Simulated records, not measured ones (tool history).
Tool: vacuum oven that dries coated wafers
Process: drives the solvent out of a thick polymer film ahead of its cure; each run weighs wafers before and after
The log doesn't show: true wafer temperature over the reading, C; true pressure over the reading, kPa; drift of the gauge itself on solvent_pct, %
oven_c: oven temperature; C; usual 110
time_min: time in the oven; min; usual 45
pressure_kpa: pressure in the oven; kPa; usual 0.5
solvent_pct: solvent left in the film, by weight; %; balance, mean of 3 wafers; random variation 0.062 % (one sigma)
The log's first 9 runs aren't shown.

run,hour,oven_c,time_min,pressure_kpa,hours of work since the thermocouples were calibrated,hours of work since the vacuum gauge was cleaned of residue,solvent_pct
10,87.1,98,45,0.5,564,159,6.7
11,95.5,110,45,0.5,570,165,3.45
12,105.5,110,45,1.25,577,172,4.52
13,113.4,120,45,0.5,583,178,1.41
14,123.8,120,45,0.5,590,186,1.46
15,138.1,110,45,0.767,600,196,3.94
16,145.7,110,45,0.767,606,201,3.83
17,159.2,116,45,0.5,616,211,2.08
18,168.3,116,45,0.5,622,218,2.18
19,177,116,45,0.5,628,224,2.1
20,189.5,97,53,0.5,637,233,6.48
21,203.1,97,53,0.5,647,243,6.43
22,211,97,53,0.279,653,248,6.02
23,217.4,97,53,0.279,657,253,6.1
24,229.7,106,78,1.539,666,262,4.23
25,236,114,22,0.611,671,266,5.39
26,242.1,123,60,0.645,675,271,0.93
27,256.3,123,60,0.645,685,281,0.88
28,264.8,111,77,0.328,691,287,1.48
29,277.3,102,39,1.392,700,296,7.28
30,286.7,117,63,1.985,707,303,3

Run 31 comes next. What will it give?
31,298.1,110,24,0.5,715,311,?

{"run 31": {"solvent_pct": 5.8}}
Without the tool's hidden state the same run would have given solvent_pct 5.92 %.

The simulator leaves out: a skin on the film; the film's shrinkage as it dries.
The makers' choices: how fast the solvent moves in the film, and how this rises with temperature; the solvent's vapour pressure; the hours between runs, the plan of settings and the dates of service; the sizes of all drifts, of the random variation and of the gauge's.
